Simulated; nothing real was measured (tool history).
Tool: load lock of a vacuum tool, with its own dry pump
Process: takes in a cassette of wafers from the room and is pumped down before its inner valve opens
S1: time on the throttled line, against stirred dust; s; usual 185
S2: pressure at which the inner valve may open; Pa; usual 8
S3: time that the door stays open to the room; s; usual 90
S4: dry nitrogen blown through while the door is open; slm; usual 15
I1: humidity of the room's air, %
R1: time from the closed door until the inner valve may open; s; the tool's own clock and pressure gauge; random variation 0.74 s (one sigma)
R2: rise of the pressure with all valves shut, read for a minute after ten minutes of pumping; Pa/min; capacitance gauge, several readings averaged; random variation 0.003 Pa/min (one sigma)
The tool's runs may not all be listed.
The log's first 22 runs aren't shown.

run 23 hour=6553.9 | S1=185 S2=8 S3=170 S4=15 | I1=46.1 | R1=248 R2=0.051
run 24 hour=6864.5 | S1=185 S2=8 S3=170 S4=15 | I1=45.7 | R1=249 R2=0.046
run 25 hour=7037.1 | S1=185 S2=8 S3=170 S4=15 | I1=41.2 | R1=249.4 R2=0.046
run 26 hour=7409.1 | S1=185 S2=7 S3=90 S4=15 | I1=46.2 | R1=250.5 R2=0.025
run 27 hour=7795.8 | S1=185 S2=7 S3=90 S4=15 | I1=41.9 | R1=250.2 R2=0.035
run 28 hour=8103.4 | S1=178 S2=8 S3=197 S4=30 | I1=48.8 | R1=241.9 R2=0.035
run 29 hour=8447.8 | S1=185 S2=11 S3=30 S4=15 | I1=46 | R1=245.4 R2=0.012
run 30 hour=8778.1 | S1=185 S2=11 S3=30 S4=15 | I1=44.4 | R1=245.8 R2=0.011
run 31 hour=9127 | S1=156 S2=11 S3=30 S4=13 | I1=44.8 | R1=219.9 R2=0.014
run 32 hour=9311.8 | S1=156 S2=11 S3=30 S4=13 | I1=43.9 | R1=218.6 R2=0.014
run 33 hour=9711 | S1=256 S2=11 S3=30 S4=13 | I1=44.8 | R1=310.8 R2=0.02
run 34 hour=10052.5 | S1=256 S2=11 S3=30 S4=13 | I1=43.7 | R1=311 R2=0.013
run 35 hour=10334.8 | S1=289 S2=8 S3=90 S4=8 | I1=47.5 | R1=345.7 R2=0.044
run 36 hour=10632.3 | S1=164 S2=7 S3=90 S4=8 | I1=42.8 | R1=230.4 R2=0.035
run 37 hour=11025.7 | S1=164 S2=7 S3=40 S4=30 | I1=46.9 | R1=229.9 R2=0.013

Forecast each of these 4 alternatives for the next run:
run A hour=11191.1 | S1=189 S2=7 S3=102 S4=7 | I1=44 | R1=? R2=?
run B hour=11191.1 | S1=358 S2=7 S3=40 S4=30 | I1=45.4 | R1=? R2=?
run C hour=11191.1 | S1=368 S2=8 S3=35 S4=5 | I1=42.8 | R1=? R2=?
run D hour=11191.1 | S1=164 S2=7 S3=29 S4=30 | I1=44.7 | R1=? R2=?

run=A R1=253.5 R2=0.042
run=B R1=408.6 R2=0.016
run=C R1=416.7 R2=0.031
run=D R1=231.3 R2=0.012
Without the tool's hidden state the same runs would have given:
run=A R1=253.5 R2=0.04
run=B R1=408.6 R2=0.014
run=C R1=416.7 R2=0.029
run=D R1=231.3 R2=0.01
